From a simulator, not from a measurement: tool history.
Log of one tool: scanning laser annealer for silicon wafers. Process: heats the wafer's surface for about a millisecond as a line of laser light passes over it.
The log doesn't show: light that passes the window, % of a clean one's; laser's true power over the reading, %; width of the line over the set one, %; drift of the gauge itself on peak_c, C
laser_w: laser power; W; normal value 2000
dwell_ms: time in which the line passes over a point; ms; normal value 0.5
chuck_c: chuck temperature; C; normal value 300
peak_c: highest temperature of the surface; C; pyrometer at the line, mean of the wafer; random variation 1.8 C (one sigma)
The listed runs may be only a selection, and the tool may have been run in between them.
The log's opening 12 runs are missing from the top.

run,day,laser_w,dwell_ms,chuck_c,hours of work since the window was cleaned,hours of work since the power meter was calibrated,hours of work since the optics were aligned,peak_c
13,4.204,2000,0.5,300,473,209,473,1027
14,4.688,2000,0.5,311,481,217,481,1037
15,4.975,2000,0.5,300,486,222,486,1030
16,5.383,2000,0.556,300,493,228,493,1075
17,5.625,2000,0.556,300,497,232,497,1077
18,5.888,2000,0.556,300,501,236,501,1079
19,6.35,2000,0.556,300,508,244,508,1075
20,6.625,2000,0.556,300,513,249,513,1076
21,6.871,2000,0.556,300,517,253,517,1074
22,7.146,1904,0.436,290,521,257,521,923
23,7.508,1960,0.474,318,527,263,527,1006
24,7.829,1960,0.474,318,533,268,533,1005
25,8.292,2191,0.591,275,540,276,540,1174
26,8.738,2191,0.591,275,547,283,547,1178
27,9.004,2191,0.591,275,552,287,552,1175
28,9.329,2050,0.614,300,557,293,557,1148
29,9.779,2099,0.574,302,565,300,565,1142
30,10.221,2000,0.461,300,572,307,572,994
31,10.667,2005,0.45,264,579,315,579,950
32,10.875,2005,0.45,264,582,318,582,950
33,11.262,2005,0.45,264,589,324,589,952
34,11.617,2005,0.561,264,595,330,595,1042
35,11.975,2005,0.561,264,600,336,600,1045

Each row is a separate what-if for the run after 35, all from the same tool condition, not one after another. Results?
A,12.238,2000,0.5,282,605,340,605,?
B,12.238,2000,0.509,300,605,340,605,?
C,12.238,2000,0.491,338,605,340,605,?
D,12.238,2119,0.535,281,605,340,605,?
E,12.238,1979,0.529,320,605,340,605,?

run,peak_c
A,1008
B,1035
C,1056
D,1096
E,1061
Without the tool's unlogged condition, the same runs would have read:
run,peak_c
A,1008
B,1036
C,1057
D,1096
E,1061
